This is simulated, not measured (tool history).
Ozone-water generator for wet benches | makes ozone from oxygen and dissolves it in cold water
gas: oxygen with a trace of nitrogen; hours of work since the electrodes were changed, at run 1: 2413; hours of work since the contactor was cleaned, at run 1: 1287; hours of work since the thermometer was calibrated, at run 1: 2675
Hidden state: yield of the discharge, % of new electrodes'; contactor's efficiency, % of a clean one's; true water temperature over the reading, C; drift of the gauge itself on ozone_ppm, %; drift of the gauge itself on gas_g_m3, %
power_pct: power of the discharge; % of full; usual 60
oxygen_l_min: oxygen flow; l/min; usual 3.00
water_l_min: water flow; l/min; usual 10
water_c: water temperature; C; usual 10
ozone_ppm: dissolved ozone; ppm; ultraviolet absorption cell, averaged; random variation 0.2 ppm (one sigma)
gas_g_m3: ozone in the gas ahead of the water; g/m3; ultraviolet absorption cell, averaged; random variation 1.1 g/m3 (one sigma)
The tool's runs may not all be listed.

| run | hour | power_pct | oxygen_l_min | water_l_min | water_c | hours of work since the electrodes were changed | hours of work since the contactor was cleaned | hours of work since the thermometer was calibrated | ozone_ppm | gas_g_m3 |
|---|---|---|---|---|---|---|---|---|---|---|
| 1 | 0.0 | 60 | 3.00 | 10 | 10 | 2413 | 1287 | 2675 | 28.3 | 203.0 |
| 2 | 85.7 | 60 | 3.00 | 10 | 10 | 2497 | 1370 | 2759 | 28.3 | 204.8 |
| 3 | 123.6 | 60 | 4.57 | 10 | 10 | 2534 | 1407 | 2796 | 26.5 | 150.8 |
| 4 | 164.1 | 98 | 4.57 | 10 | 10 | 2573 | 1447 | 2835 | 42.3 | 242.7 |
| 5 | 205.4 | 60 | 3.64 | 10 | 10 | 2614 | 1487 | 2876 | 28.1 | 180.5 |
| 6 | 255.1 | 60 | 3.00 | 10 | 10 | 2662 | 1536 | 2924 | 28.5 | 204.1 |
| 7 | 341.3 | 60 | 3.00 | 10 | 10 | 2746 | 1620 | 3008 | 28.3 | 200.9 |
| 8 | 412.1 | 60 | 3.00 | 10 | 10 | 2815 | 1689 | 3078 | 29.0 | 205.6 |
| 9 | 465.4 | 60 | 3.00 | 10 | 10 | 2867 | 1741 | 3130 | 28.4 | 205.0 |
| 10 | 548.0 | 60 | 3.00 | 10 | 10 | 2948 | 1822 | 3210 | 28.2 | 204.9 |
| 11 | 605.5 | 60 | 3.00 | 14 | 10 | 3004 | 1878 | 3266 | 22.2 | 205.4 |
| 12 | 645.5 | 60 | 3.00 | 14 | 10 | 3043 | 1917 | 3305 | 22.1 | 206.1 |
| 13 | 693.3 | 60 | 3.00 | 14 | 10 | 3090 | 1964 | 3352 | 22.0 | 204.4 |
| 14 | 758.6 | 60 | 3.00 | 10 | 10 | 3154 | 2027 | 3416 | 28.6 | 206.8 |
| 15 | 814.9 | 65 | 2.52 | 12 | 10 | 3209 | 2082 | 3471 | 27.2 | 251.2 |
| 16 | 870.5 | 60 | 1.64 | 10 | 10 | 3263 | 2137 | 3525 | 29.5 | 312.2 |
| 17 | 937.9 | 75 | 3.00 | 8 | 5 | 3329 | 2202 | 3591 | 44.3 | 255.3 |
| 18 | 1008.5 | 60 | 2.39 | 9 | 6 | 3398 | 2271 | 3660 | 32.5 | 240.1 |
| 19 | 1065.0 | 60 | 2.39 | 9 | 6 | 3453 | 2326 | 3715 | 32.9 | 244.3 |
| 20 | 1158.5 | 60 | 4.31 | 10 | 10 | 3544 | 2418 | 3806 | 26.8 | 161.9 |
| 21 | 1229.3 | 62 | 2.24 | 11 | 6 | 3613 | 2487 | 3875 | 29.2 | 261.5 |
| 22 | 1307.8 | 70 | 2.38 | 15 | 8 | 3690 | 2563 | 3952 | 24.5 | 281.8 |
| 23 | 1389.0 | 60 | 2.90 | 10 | 16 | 3769 | 2643 | 4031 | 26.2 | 213.7 |
| 24 | 1469.3 | 60 | 2.90 | 10 | 16 | 3847 | 2721 | 4110 | 26.2 | 215.0 |
| 25 | 1516.9 | 60 | 2.90 | 10 | 16 | 3894 | 2768 | 4156 | 26.4 | 212.9 |
| 26 | 1579.5 | 60 | 2.90 | 10 | 16 | 3955 | 2829 | 4217 | 26.2 | 213.1 |
| 27 | 1656.0 | 85 | 2.90 | 10 | 7 | 4030 | 2903 | 4292 | 41.6 | 294.4 |

Forecast each of these 4 alternatives for the next run:
| A | 1694.5 | 95 | 2.46 | 10 | 7 | 4067 | 2941 | 4329 | ? | ? |
| B | 1694.5 | 60 | 3.39 | 13 | 10 | 4067 | 2941 | 4329 | ? | ? |
| C | 1694.5 | 85 | 2.90 | 12 | 7 | 4067 | 2941 | 4329 | ? | ? |
| D | 1694.5 | 40 | 1.51 | 10 | 11 | 4067 | 2941 | 4329 | ? | ? |

| run | ozone_ppm | gas_g_m3 |
|---|---|---|
| A | 46.0 | 369.0 |
| B | 23.6 | 192.5 |
| C | 36.1 | 295.9 |
| D | 19.6 | 229.0 |
Without the tool's hidden state the same runs would have given:
| run | ozone_ppm | gas_g_m3 |
|---|---|---|
| A | 46.1 | 361.1 |
| B | 23.6 | 188.3 |
| C | 36.2 | 289.5 |
| D | 19.6 | 223.8 |

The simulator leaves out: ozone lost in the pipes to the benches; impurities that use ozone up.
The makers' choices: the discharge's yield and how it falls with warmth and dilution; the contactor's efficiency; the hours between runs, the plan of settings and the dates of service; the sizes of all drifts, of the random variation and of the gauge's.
